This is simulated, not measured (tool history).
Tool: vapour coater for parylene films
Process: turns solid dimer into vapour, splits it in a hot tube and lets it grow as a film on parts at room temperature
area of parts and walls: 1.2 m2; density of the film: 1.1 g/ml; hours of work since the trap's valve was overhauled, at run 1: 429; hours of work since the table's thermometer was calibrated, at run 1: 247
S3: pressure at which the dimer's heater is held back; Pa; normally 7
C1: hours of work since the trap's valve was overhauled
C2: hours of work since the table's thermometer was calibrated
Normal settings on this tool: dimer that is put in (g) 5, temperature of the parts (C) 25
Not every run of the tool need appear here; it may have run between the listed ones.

{"run": 1, "day": 0.0, "dimer that is put in (g)": 5, "temperature of the parts (C)": 25, "S3": 7, "C1": 429, "C2": 247, "thickness of the film (nm)": 2420}
{"run": 2, "day": 2.217, "dimer that is put in (g)": 5, "temperature of the parts (C)": 25, "S3": 7, "C1": 473, "C2": 292, "thickness of the film (nm)": 2420}
{"run": 3, "day": 4.925, "dimer that is put in (g)": 5, "temperature of the parts (C)": 25, "S3": 7, "C1": 528, "C2": 347, "thickness of the film (nm)": 2410}
{"run": 4, "day": 6.483, "dimer that is put in (g)": 5, "temperature of the parts (C)": 25, "S3": 7, "C1": 560, "C2": 378, "thickness of the film (nm)": 2420}
{"day": 8.617, "done": "trap's valve overhauled"}
{"run": 5, "day": 9.458, "dimer that is put in (g)": 2, "temperature of the parts (C)": 25, "S3": 7, "C1": 17, "C2": 435, "thickness of the film (nm)": 990}
{"run": 6, "day": 11.75, "dimer that is put in (g)": 5, "temperature of the parts (C)": 25, "S3": 7, "C1": 63, "C2": 482, "thickness of the film (nm)": 2410}
{"run": 7, "day": 14.392, "dimer that is put in (g)": 5, "temperature of the parts (C)": 25, "S3": 7, "C1": 117, "C2": 535, "thickness of the film (nm)": 2420}
{"run": 8, "day": 16.808, "dimer that is put in (g)": 5, "temperature of the parts (C)": 25, "S3": 7, "C1": 166, "C2": 584, "thickness of the film (nm)": 2440}
{"run": 9, "day": 18.296, "dimer that is put in (g)": 5, "temperature of the parts (C)": 25, "S3": 7, "C1": 196, "C2": 614, "thickness of the film (nm)": 2420}
{"run": 10, "day": 20.308, "dimer that is put in (g)": 5, "temperature of the parts (C)": 25, "S3": 7, "C1": 237, "C2": 655, "thickness of the film (nm)": 2420}
{"run": 11, "day": 23.621, "dimer that is put in (g)": 5, "temperature of the parts (C)": 25, "S3": 7, "C1": 304, "C2": 722, "thickness of the film (nm)": 2420}
{"run": 12, "day": 26.217, "dimer that is put in (g)": 5, "temperature of the parts (C)": 25, "S3": 7, "C1": 357, "C2": 775, "thickness of the film (nm)": 2420}
{"run": 13, "day": 27.675, "dimer that is put in (g)": 5, "temperature of the parts (C)": 25, "S3": 7, "C1": 386, "C2": 804, "thickness of the film (nm)": 2420}
{"run": 14, "day": 29.988, "dimer that is put in (g)": 5, "temperature of the parts (C)": 25, "S3": 7, "C1": 433, "C2": 851, "thickness of the film (nm)": 2410}
{"run": 15, "day": 31.542, "dimer that is put in (g)": 5, "temperature of the parts (C)": 25, "S3": 7, "C1": 464, "C2": 883, "thickness of the film (nm)": 2400}
{"run": 16, "day": 34.938, "dimer that is put in (g)": 5, "temperature of the parts (C)": 25, "S3": 7, "C1": 533, "C2": 951, "thickness of the film (nm)": 2390}
{"run": 17, "day": 37.558, "dimer that is put in (g)": 5, "temperature of the parts (C)": 19, "S3": 7, "C1": 586, "C2": 1005, "thickness of the film (nm)": 2930}

Expected results for the next run?
{"day": 38.475, "done": "trap's valve overhauled"}
{"run": 18, "day": 40.696, "dimer that is put in (g)": 6, "temperature of the parts (C)": 29, "S3": 2.17, "C1": 45, "C2": 1065, "thickness of the film (nm)": "?"}

Run 18 measured thickness of the film (nm) 3090.
Take away the tool's hidden state, keep the run-to-run variation as it was, and the same run would have given thickness of the film (nm) 3150.
